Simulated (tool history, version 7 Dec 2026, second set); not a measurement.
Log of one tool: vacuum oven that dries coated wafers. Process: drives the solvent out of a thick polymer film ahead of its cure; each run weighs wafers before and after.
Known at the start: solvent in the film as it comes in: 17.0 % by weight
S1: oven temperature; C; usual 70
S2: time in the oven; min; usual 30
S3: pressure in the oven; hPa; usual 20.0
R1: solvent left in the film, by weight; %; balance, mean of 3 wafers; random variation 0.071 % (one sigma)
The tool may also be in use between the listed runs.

| run | hour | S1 | S2 | S3 | R1 |
|---|---|---|---|---|---|
| 1 | 0.0 | 70 | 30 | 20.0 | 5.11 |
| 2 | 94.0 | 70 | 30 | 20.0 | 5.09 |
|  | 102.6 | oven's thermocouples calibrated |
| 3 | 156.4 | 70 | 30 | 20.0 | 4.96 |
| 4 | 247.5 | 70 | 30 | 20.0 | 5.17 |
| 5 | 349.5 | 70 | 30 | 20.0 | 5.17 |
| 6 | 424.8 | 70 | 22 | 20.0 | 6.41 |
|  | 444.2 | vacuum gauge cleaned of residue and calibrated |
| 7 | 517.6 | 70 | 22 | 20.0 | 6.36 |
| 8 | 644.6 | 70 | 22 | 20.0 | 6.40 |
| 9 | 765.4 | 70 | 22 | 20.0 | 6.37 |
| 10 | 860.4 | 70 | 30 | 24.6 | 5.58 |
| 11 | 933.6 | 70 | 30 | 24.6 | 5.61 |
| 12 | 1023.4 | 70 | 30 | 24.6 | 5.50 |
| 13 | 1123.9 | 70 | 30 | 24.6 | 5.47 |
| 14 | 1252.1 | 70 | 30 | 24.6 | 5.60 |
| 15 | 1376.9 | 70 | 30 | 24.6 | 5.69 |
| 16 | 1498.6 | 70 | 30 | 24.6 | 5.52 |
| 17 | 1585.7 | 70 | 30 | 24.6 | 5.52 |
| 18 | 1672.2 | 56 | 30 | 20.0 | 9.92 |
| 19 | 1780.3 | 70 | 30 | 20.0 | 5.17 |
| 20 | 1883.7 | 70 | 30 | 20.0 | 5.14 |
| 21 | 1942.7 | 70 | 30 | 20.0 | 5.20 |
| 22 | 2042.6 | 70 | 22 | 20.0 | 6.40 |
| 23 | 2096.8 | 70 | 30 | 20.0 | 5.11 |
| 24 | 2192.4 | 70 | 30 | 20.0 | 5.21 |
| 25 | 2320.7 | 61 | 20 | 59.1 | 13.88 |
| 26 | 2399.6 | 61 | 20 | 59.1 | 13.95 |
| 27 | 2501.2 | 76 | 49 | 47.8 | 5.21 |
|  | 2555.0 | oven's thermocouples calibrated |
| 28 | 2573.4 | 75 | 37 | 20.0 | 3.16 |
| 29 | 2656.9 | 75 | 37 | 20.0 | 3.19 |
| 30 | 2753.5 | 61 | 37 | 14.8 | 6.38 |
| 31 | 2811.1 | 62 | 34 | 10.5 | 6.10 |
| 32 | 2927.2 | 62 | 34 | 10.5 | 5.90 |
|  | 3035.3 | vacuum gauge cleaned of residue and calibrated |
| 33 | 3050.9 | 56 | 30 | 30.1 | 11.24 |
| 34 | 3148.4 | 79 | 19 | 20.0 | 4.27 |
| 35 | 3269.4 | 79 | 19 | 20.0 | 4.23 |
| 36 | 3371.2 | 79 | 19 | 20.0 | 4.42 |
| 37 | 3477.7 | 83 | 30 | 21.5 | 2.14 |
| 38 | 3564.0 | 83 | 30 | 21.5 | 2.19 |
| 39 | 3657.9 | 70 | 21 | 20.0 | 6.68 |
| 40 | 3788.4 | 84 | 31 | 20.0 | 1.92 |
| 41 | 3905.9 | 75 | 38 | 62.1 | 7.04 |
| 42 | 4028.3 | 75 | 38 | 62.1 | 7.33 |
| 43 | 4119.4 | 62 | 38 | 74.2 | 14.32 |
| 44 | 4243.5 | 62 | 38 | 74.2 | 14.35 |
| 45 | 4313.9 | 62 | 15 | 52.1 | 13.45 |
| 46 | 4409.7 | 70 | 42 | 24.8 | 4.56 |
| 47 | 4522.8 | 70 | 42 | 24.8 | 4.45 |

Forecast each of these 4 alternatives for the next run:
| A | 4588.8 | 70 | 31 | 36.8 | ? |
| B | 4588.8 | 74 | 31 | 41.7 | ? |
| C | 4588.8 | 59 | 16 | 10.0 | ? |
| D | 4588.8 | 80 | 30 | 17.3 | ? |

| run | R1 |
|---|---|
| A | 6.64 |
| B | 6.11 |
| C | 10.05 |
| D | 2.39 |
Without the tool's hidden state the same runs would have given:
| run | R1 |
|---|---|
| A | 6.61 |
| B | 6.08 |
| C | 10.03 |
| D | 2.37 |
